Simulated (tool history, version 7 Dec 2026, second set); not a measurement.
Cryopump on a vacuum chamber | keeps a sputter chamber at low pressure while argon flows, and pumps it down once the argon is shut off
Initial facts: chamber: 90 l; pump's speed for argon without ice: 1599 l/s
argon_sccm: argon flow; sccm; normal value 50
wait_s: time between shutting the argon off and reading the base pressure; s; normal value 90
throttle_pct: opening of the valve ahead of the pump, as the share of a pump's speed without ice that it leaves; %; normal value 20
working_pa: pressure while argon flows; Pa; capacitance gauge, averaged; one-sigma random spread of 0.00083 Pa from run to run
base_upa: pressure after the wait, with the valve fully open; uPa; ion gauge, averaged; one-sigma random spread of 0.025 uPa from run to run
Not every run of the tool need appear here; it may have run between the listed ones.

| run | hour | argon_sccm | wait_s | throttle_pct | working_pa | base_upa |
|---|---|---|---|---|---|---|
| 1 | 0 | 50 | 90 | 20 | 0.2688 | 1.41 |
| 2 | 14.7 | 50 | 90 | 20 | 0.2682 | 1.48 |
| 3 | 24.8 | 50 | 90 | 20 | 0.2693 | 1.52 |
| 4 | 34.1 | 50 | 90 | 20 | 0.2702 | 1.46 |
| 5 | 43 | 50 | 261 | 20 | 0.2684 | 1 |
| 6 | 59.6 | 50 | 261 | 20 | 0.2688 | 0.98 |
| 7 | 66.8 | 50 | 90 | 19 | 0.2827 | 1.52 |
| 8 | 75.5 | 50 | 90 | 19 | 0.284 | 1.59 |
| 9 | 93.3 | 50 | 90 | 19 | 0.2856 | 1.51 |
| 10 | 109.3 | 50 | 90 | 19 | 0.286 | 1.52 |
| 11 | 122.8 | 50 | 90 | 19 | 0.2847 | 1.55 |
| 12 | 135 | 50 | 90 | 19 | 0.2861 | 1.52 |
| 13 | 144.5 | 44 | 90 | 20 | 0.2386 | 1.59 |
| 14 | 161.5 | 44 | 90 | 20 | 0.2395 | 1.56 |
| 15 | 178.6 | 47 | 90 | 35 | 0.1495 | 1.6 |
| 16 | 192.6 | 47 | 90 | 35 | 0.1504 | 1.61 |
| 17 | 210.3 | 49 | 45 | 24 | 0.225 | 2.35 |
| 18 | 225.7 | 49 | 45 | 24 | 0.2251 | 2.38 |
| 19 | 235.3 | 50 | 280 | 39 | 0.1457 | 1.09 |
| 20 | 252.4 | 34 | 280 | 29 | 0.1302 | 1.15 |
| 21 | 269.9 | 34 | 165 | 29 | 0.1308 | 1.3 |
| 22 | 284.8 | 50 | 90 | 24 | 0.2309 | 1.65 |
| 23 | 294.4 | 50 | 90 | 24 | 0.2311 | 1.71 |
| 24 | 303 | 50 | 90 | 24 | 0.2316 | 1.69 |
| 25 | 316.9 | 50 | 90 | 24 | 0.2322 | 1.69 |
| 26 | 327.8 | 49 | 28 | 26 | 0.2114 | 3.29 |
| 27 | 344 | 42 | 44 | 15 | 0.3071 | 2.54 |

Predict each of these 3 candidate next runs independently; none follows another, all start after run 27:
| A | 354.7 | 42 | 44 | 34 | ? | ? |
| B | 354.7 | 76 | 44 | 15 | ? | ? |
| C | 354.7 | 50 | 90 | 18 | ? | ? |

| run | working_pa | base_upa |
|---|---|---|
| A | 0.142 | 2.61 |
| B | 0.554 | 2.61 |
| C | 0.3062 | 1.77 |
What these runs would have given with no unlogged condition in the tool:
| run | working_pa | base_upa |
|---|---|---|
| A | 0.1311 | 1.8 |
| B | 0.5345 | 1.82 |
| C | 0.2933 | 0.98 |

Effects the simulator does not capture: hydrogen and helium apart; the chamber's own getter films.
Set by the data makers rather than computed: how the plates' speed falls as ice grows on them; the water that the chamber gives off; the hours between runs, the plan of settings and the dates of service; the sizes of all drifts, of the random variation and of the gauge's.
